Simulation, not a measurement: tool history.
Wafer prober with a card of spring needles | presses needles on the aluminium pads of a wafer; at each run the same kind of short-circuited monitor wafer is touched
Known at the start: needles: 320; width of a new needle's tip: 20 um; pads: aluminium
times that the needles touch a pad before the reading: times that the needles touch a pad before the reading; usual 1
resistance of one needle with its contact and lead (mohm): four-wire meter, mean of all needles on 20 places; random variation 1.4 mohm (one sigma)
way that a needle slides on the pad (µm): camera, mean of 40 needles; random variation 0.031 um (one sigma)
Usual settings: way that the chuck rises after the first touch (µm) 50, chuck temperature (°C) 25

run	hour	way that the chuck rises after the first touch (µm)	chuck temperature (°C)	times that the needles touch a pad before the reading	resistance of one needle with its contact and lead (mohm)	way that a needle slides on the pad (µm)
1	0	50	25	1	210	7.24
# hour 8.9: tips cleaned on abrasive film
# hour 18: height of the first contact set anew
# hour 21: tips cleaned on abrasive film
# hour 32.8: tips cleaned on abrasive film
# hour 44.6: tips cleaned on abrasive film
# hour 59.4: tips cleaned on abrasive film
# hour 71.2: tips cleaned on abrasive film
2	73.4	50	25	1	181	7.39
# hour 85.2: tips cleaned on abrasive film
# hour 97.1: tips cleaned on abrasive film
# hour 108.9: tips cleaned on abrasive film
# hour 120.7: tips cleaned on abrasive film
3	122.9	50	25	1	192	7.32
# hour 134.7: tips cleaned on abrasive film
# hour 146.5: tips cleaned on abrasive film
# hour 158.3: tips cleaned on abrasive film
# hour 173.1: tips cleaned on abrasive film
# hour 187.8: tips cleaned on abrasive film
4	197.7	50	25	1	239	7.26
# hour 200.7: tips cleaned on abrasive film
# hour 215.5: tips cleaned on abrasive film
# hour 230.2: tips cleaned on abrasive film
# hour 236.4: height of the first contact set anew
5	239	50	25	1	233	7.45
# hour 245: tips cleaned on abrasive film
# hour 256.8: tips cleaned on abrasive film
# hour 268.6: tips cleaned on abrasive film
# hour 283.4: tips cleaned on abrasive film
6	286.4	50	25	1	196	7.34
# hour 295.3: tips cleaned on abrasive film
# hour 310.1: tips cleaned on abrasive film
# hour 322.8: tips cleaned on abrasive film
7	322.8	50	25	1	137	7.33
# hour 334.7: tips cleaned on abrasive film
# hour 349.4: tips cleaned on abrasive film
# hour 364.2: tips cleaned on abrasive film
8	369.3	50	55	1	234	7.31
# hour 378.2: tips cleaned on abrasive film
# hour 392.9: tips cleaned on abrasive film
# hour 404.8: tips cleaned on abrasive film
# hour 419.5: tips cleaned on abrasive film
# hour 434.3: tips cleaned on abrasive film
# hour 446.1: tips cleaned on abrasive film
# hour 455.2: height of the first contact set anew
9	456.7	50	55	1	238	7.44
# hour 459.7: tips cleaned on abrasive film
# hour 471.5: tips cleaned on abrasive film
# hour 483.4: tips cleaned on abrasive film
# hour 498.1: tips cleaned on abrasive film
# hour 512.9: tips cleaned on abrasive film
10	517.6	33	79	1	348	4.88
# hour 526.5: tips cleaned on abrasive film
# hour 541.2: tips cleaned on abrasive film
# hour 553: tips cleaned on abrasive film
# hour 567.8: tips cleaned on abrasive film
# hour 582.5: tips cleaned on abrasive film
# hour 594.4: tips cleaned on abrasive film
11	597.9	60	51	2	167	8.75
# hour 606.8: tips cleaned on abrasive film
# hour 618.6: tips cleaned on abrasive film
# hour 633.4: tips cleaned on abrasive film
# hour 645.2: tips cleaned on abrasive film
# hour 657: tips cleaned on abrasive film
# hour 671.7: tips cleaned on abrasive film
# hour 672: height of the first contact set anew
12	673.7	60	51	2	152	8.87

The same runs without the tool's hidden state, with the same run-to-run variation:
The hidden state here: debris on the tips, nm; way that the needles fall short of the set height, um; tips' diameter, um; drift of the gauge itself on contact_mohm, %; drift of the gauge itself on scrub_um, %.
run	resistance of one needle with its contact and lead (mohm)	way that a needle slides on the pad (µm)
1	120	7.41
2	125	7.45
3	121	7.43
4	124	7.43
5	124	7.45
6	122	7.39
7	123	7.42
8	131	7.43
9	128	7.44
10	149	4.94
11	124	8.88
12	125	8.87
